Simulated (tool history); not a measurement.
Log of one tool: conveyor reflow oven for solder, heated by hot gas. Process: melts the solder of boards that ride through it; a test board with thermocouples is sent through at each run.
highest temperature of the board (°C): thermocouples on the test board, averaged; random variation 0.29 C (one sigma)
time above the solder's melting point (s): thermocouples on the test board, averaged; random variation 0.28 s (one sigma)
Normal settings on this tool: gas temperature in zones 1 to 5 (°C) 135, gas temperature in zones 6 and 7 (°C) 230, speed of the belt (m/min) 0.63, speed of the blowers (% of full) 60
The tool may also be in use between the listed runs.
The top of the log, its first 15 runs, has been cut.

| run | hour | gas temperature in zones 1 to 5 (°C) | gas temperature in zones 6 and 7 (°C) | speed of the belt (m/min) | speed of the blowers (% of full) | highest temperature of the board (°C) | time above the solder's melting point (s) |
|---|---|---|---|---|---|---|---|
| 16 | 662.9 | 144 | 230 | 0.63 | 60 | 215.7 | 51.6 |
| 17 | 713.8 | 144 | 223 | 0.63 | 64 | 211.2 | 48.3 |
| 18 | 775.6 | 144 | 223 | 0.63 | 64 | 210.8 | 48.4 |
| 19 | 810.2 | 135 | 231 | 0.63 | 64 | 215.8 | 49.1 |
| 20 | 861.9 | 135 | 230 | 0.63 | 62 | 214.3 | 48 |
| 21 | 894.4 | 135 | 230 | 0.63 | 62 | 214.2 | 47.7 |
| 22 | 954.2 | 136 | 244 | 0.63 | 62 | 226.1 | 55.8 |
| 23 | 1009.1 | 130 | 230 | 0.592 | 60 | 214.3 | 49.5 |
| 24 | 1041 | 130 | 230 | 0.592 | 60 | 214.5 | 49.7 |
| 25 | 1094.1 | 130 | 230 | 0.592 | 60 | 214.1 | 48.7 |
| 26 | 1133.8 | 130 | 230 | 0.592 | 60 | 213.9 | 49.4 |
| 27 | 1174.7 | 135 | 230 | 0.641 | 60 | 212.5 | 45.3 |
|  | 1213.5 | thermocouples of zones 6 and 7 changed |
| 28 | 1235.2 | 141 | 241 | 0.598 | 52 | 221 | 56.4 |
| 29 | 1273.7 | 132 | 230 | 0.63 | 81 | 215.8 | 48.6 |
| 30 | 1305.2 | 132 | 230 | 0.63 | 81 | 215.5 | 48.3 |
| 31 | 1333.9 | 132 | 244 | 0.511 | 81 | 234.2 | 72.9 |

Consider 3 possible next runs. They are alternatives, not a sequence: every one starts from the tool as it was left by run 31. What does each give?
| A | 1388.8 | 131 | 230 | 0.674 | 73 | ? | ? |
| B | 1388.8 | 135 | 243 | 0.63 | 64 | ? | ? |
| C | 1388.8 | 123 | 224 | 0.511 | 84 | ? | ? |

| run | highest temperature of the board (°C) | time above the solder's melting point (s) |
|---|---|---|
| A | 211.4 | 40.8 |
| B | 223 | 53.3 |
| C | 215.4 | 58.8 |
Had the tool no hidden state, the same runs would have come out as:
| run | highest temperature of the board (°C) | time above the solder's melting point (s) |
|---|---|---|
| A | 214.7 | 43.1 |
| B | 225.9 | 54.3 |
| C | 217.6 | 60.9 |

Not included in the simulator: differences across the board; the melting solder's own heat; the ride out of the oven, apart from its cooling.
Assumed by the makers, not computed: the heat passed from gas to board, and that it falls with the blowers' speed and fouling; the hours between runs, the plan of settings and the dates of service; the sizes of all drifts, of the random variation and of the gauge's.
